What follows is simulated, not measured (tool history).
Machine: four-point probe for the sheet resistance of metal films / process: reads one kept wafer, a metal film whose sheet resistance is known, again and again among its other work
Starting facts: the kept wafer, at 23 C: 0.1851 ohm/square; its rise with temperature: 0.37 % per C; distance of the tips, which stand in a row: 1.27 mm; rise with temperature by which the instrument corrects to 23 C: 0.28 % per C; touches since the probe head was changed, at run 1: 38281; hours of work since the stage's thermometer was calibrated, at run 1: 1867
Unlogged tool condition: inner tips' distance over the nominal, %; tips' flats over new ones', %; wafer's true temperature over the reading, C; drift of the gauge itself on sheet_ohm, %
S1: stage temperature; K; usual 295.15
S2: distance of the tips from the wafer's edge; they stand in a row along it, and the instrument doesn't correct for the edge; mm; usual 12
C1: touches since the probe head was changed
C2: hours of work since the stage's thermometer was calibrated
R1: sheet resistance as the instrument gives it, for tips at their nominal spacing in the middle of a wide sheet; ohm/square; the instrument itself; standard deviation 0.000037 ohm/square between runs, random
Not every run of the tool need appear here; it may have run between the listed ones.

run,hour,S1,S2,C1,C2,R1
1,0.0,295.15,12,38281,1867,0.186118
2,68.8,295.15,12,39902,1904,0.186034
# hour 112.8: stage's thermometer calibrated
3,122.6,295.15,12,41156,5,0.185997
4,196.3,295.15,12,42892,44,0.186077
5,286.1,295.15,12,45005,92,0.185972
6,343.2,295.15,65,46350,122,0.184937
7,437.8,297.15,12,48578,172,0.186385
8,506.2,303.15,12,50188,208,0.187339
9,597.5,305.15,12,52339,256,0.187758
10,678.7,305.15,12,54251,299,0.187692
11,760.1,305.15,12,56168,342,0.187631
12,828.4,298.15,12,57777,378,0.186492
13,879.4,295.15,27,58978,405,0.185097
14,951.5,295.15,49,60674,444,0.184936
15,1009.8,295.15,32,62048,474,0.185058
16,1085.6,291.15,32,63834,515,0.184413
17,1140.1,291.15,32,65117,543,0.184431
18,1252.5,291.15,32,67764,603,0.184388
19,1365.4,291.15,32,70422,663,0.184518
20,1482.0,293.15,5,73167,724,0.190758
21,1558.9,293.15,5,74979,765,0.190754
22,1627.2,301.15,16,76586,801,0.186514
23,1697.6,303.15,25,78243,838,0.186432
24,1802.8,295.15,48,80721,894,0.184983
25,1914.8,294.15,27,83360,953,0.184962
26,2020.2,305.15,4,85841,1009,0.196027
27,2122.0,299.15,14,88239,1063,0.186321
28,2240.8,299.15,14,91036,1126,0.186303
29,2318.6,303.15,17,92869,1167,0.186738
30,2411.7,291.15,36,95060,1216,0.184372
31,2502.9,304.15,4,97207,1264,0.195918
32,2563.1,299.15,4,98626,1296,0.195115
33,2627.0,303.15,16,100130,1330,0.186807
34,2727.3,296.15,7,102493,1383,0.188286
35,2795.6,296.15,7,104101,1419,0.188316
36,2904.3,294.15,12,106661,1476,0.185816
37,2955.1,294.15,17,107856,1503,0.185284
38,3047.3,294.15,17,110026,1552,0.185328

Across each entry between runs, compare the hidden state at the last listed run before it with the hidden state at the first listed run after it:
Run 2 -> run 3: stage's thermometer calibrated (hour 112.8)
  the hidden state is the same at both runs
